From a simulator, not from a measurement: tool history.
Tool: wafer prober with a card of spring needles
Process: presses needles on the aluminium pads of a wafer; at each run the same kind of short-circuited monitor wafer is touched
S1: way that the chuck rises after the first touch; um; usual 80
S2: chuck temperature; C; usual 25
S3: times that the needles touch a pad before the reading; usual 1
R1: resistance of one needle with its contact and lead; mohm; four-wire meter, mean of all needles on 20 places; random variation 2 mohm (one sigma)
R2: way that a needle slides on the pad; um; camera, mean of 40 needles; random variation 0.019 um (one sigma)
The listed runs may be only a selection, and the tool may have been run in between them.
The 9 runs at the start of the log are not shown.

| run | hour | S1 | S2 | S3 | R1 | R2 |
|---|---|---|---|---|---|---|
| 10 | 146.0 | 80 | 34 | 1 | 308 | 13.96 |
|  | 153.3 | tips cleaned on abrasive film |
| 11 | 159.7 | 80 | 34 | 1 | 264 | 13.91 |
| 12 | 171.3 | 80 | 34 | 1 | 294 | 13.89 |
| 13 | 185.8 | 80 | 34 | 1 | 303 | 13.90 |
|  | 192.6 | tips cleaned on abrasive film |
| 14 | 202.0 | 80 | 34 | 1 | 275 | 13.91 |
| 15 | 214.5 | 80 | 34 | 1 | 304 | 13.90 |
|  | 216.7 | height of the first contact set anew |
|  | 231.3 | tips cleaned on abrasive film |
| 16 | 237.9 | 80 | 34 | 1 | 267 | 13.82 |
|  | 250.9 | height of the first contact set anew, once more |
| 17 | 253.1 | 80 | 34 | 1 | 298 | 14.01 |
|  | 270.7 | tips cleaned on abrasive film |
| 18 | 274.1 | 95 | 54 | 2 | 243 | 16.64 |
| 19 | 293.4 | 77 | 54 | 2 | 278 | 13.47 |
| 20 | 307.4 | 72 | 66 | 2 | 289 | 12.60 |
|  | 308.6 | tips cleaned on abrasive film |
| 21 | 318.8 | 60 | 33 | 1 | 310 | 10.45 |
| 22 | 336.9 | 68 | 43 | 2 | 291 | 11.90 |
|  | 346.9 | tips cleaned on abrasive film |
| 23 | 351.4 | 68 | 64 | 2 | 262 | 11.85 |
| 24 | 368.2 | 98 | 70 | 1 | 300 | 17.11 |
| 25 | 383.8 | 61 | 25 | 3 | 271 | 10.67 |

For run 26, what comes out?
|  | 385.8 | tips cleaned on abrasive film |
| 26 | 396.1 | 61 | 25 | 3 | ? | ? |

Logged for run 26: R1 264 mohm, R2 10.62 um.
Take away the tool's hidden state, keep the run-to-run variation as it was, and the same run would have given R1 230 mohm, R2 10.70 um.
